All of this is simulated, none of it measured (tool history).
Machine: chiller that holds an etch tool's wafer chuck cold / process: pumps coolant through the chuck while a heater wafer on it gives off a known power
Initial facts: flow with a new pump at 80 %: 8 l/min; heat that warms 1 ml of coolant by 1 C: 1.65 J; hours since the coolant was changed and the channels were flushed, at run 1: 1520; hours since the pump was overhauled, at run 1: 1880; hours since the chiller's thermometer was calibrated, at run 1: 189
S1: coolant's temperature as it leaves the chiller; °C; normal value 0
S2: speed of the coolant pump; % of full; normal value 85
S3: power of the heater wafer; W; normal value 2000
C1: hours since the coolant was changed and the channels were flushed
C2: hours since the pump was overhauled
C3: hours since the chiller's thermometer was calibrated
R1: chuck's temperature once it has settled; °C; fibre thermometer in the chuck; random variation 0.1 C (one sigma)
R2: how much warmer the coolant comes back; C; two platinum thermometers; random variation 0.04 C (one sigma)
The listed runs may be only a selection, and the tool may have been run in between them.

run,hour,S1,S2,S3,C1,C2,C3,R1,R2
1,0,0,85,2000,1520,1880,189,19.1,8.76
2,28.4,4,85,2000,1549,1909,217,22.8,8.72
3,73.2,0,85,2890,1593,1953,262,27.5,12.71
4,98.7,0,85,2890,1619,1979,287,27.5,12.73
5,129.1,0,85,2000,1649,2009,318,18.9,8.83
6,156.4,0,85,1181,1677,2037,345,11.2,5.18
7,187.2,0,85,2142,1707,2067,376,20.3,9.51
8,230.8,0,85,2000,1751,2111,419,19.1,8.82
# hour 234.4: chiller's thermometer calibrated
9,280.8,0,85,2000,1800,2160,46,19.2,8.78
# hour 313.1: chiller's thermometer calibrated, once more
10,319.9,8,85,2000,1838,2198,7,27.4,8.87
11,358,0,85,1584,1876,2236,45,15.3,6.96
12,399.2,5,85,2000,1917,2277,86,24.3,8.8
13,442.2,5,85,2000,1960,2320,129,24.4,8.87
14,483.6,5,85,2000,2002,2362,171,24.3,8.84
15,531.1,5,85,2000,2049,2409,218,24.3,8.82
16,566.1,5,85,2000,2084,2444,253,24.3,8.92
17,613.8,5,85,2000,2132,2492,301,24.6,8.82
18,659.8,7,85,2000,2178,2538,347,26.6,8.86
19,684.5,0,61,1124,2203,2563,371,14.8,6.95
20,717.3,0,85,1409,2236,2595,404,13.8,6.24
21,758.8,0,85,1409,2277,2637,446,13.7,6.28

Some steps in R1, run to run, broken into two amounts with sign: the step expected even without the hidden condition (settings, incoming material, random variation), and the rest, left for the hidden condition together with whatever gauge scatter is not in both the measured and the hidden-condition-free result:
Hidden state at play: heat passed by the chuck's channels, % of clean ones'; flow at a given pump speed, % of a new pump's; coolant's true temperature over the reading, C; drift of the gauge itself on chuck_c, C; drift of the gauge itself on warmer_back_c, C.
Run 2 -> 3: S1 4 -> 0, S3 2000 -> 2890. R1 +4.7 °C: hidden state +0.5, all else +4.2.
Run 6 -> 7: S3 1181 -> 2142. R1 +9.1 °C: hidden state +0.6, all else +8.5.
Run 10 -> 11: S1 8 -> 0, S3 2000 -> 1584. R1 -12.1 °C: hidden state -0.3, all else -11.8.
Run 18 -> 19: S1 7 -> 0, S2 85 -> 61, S3 2000 -> 1124. R1 -11.8 °C: hidden state -0.4, all else -11.4.

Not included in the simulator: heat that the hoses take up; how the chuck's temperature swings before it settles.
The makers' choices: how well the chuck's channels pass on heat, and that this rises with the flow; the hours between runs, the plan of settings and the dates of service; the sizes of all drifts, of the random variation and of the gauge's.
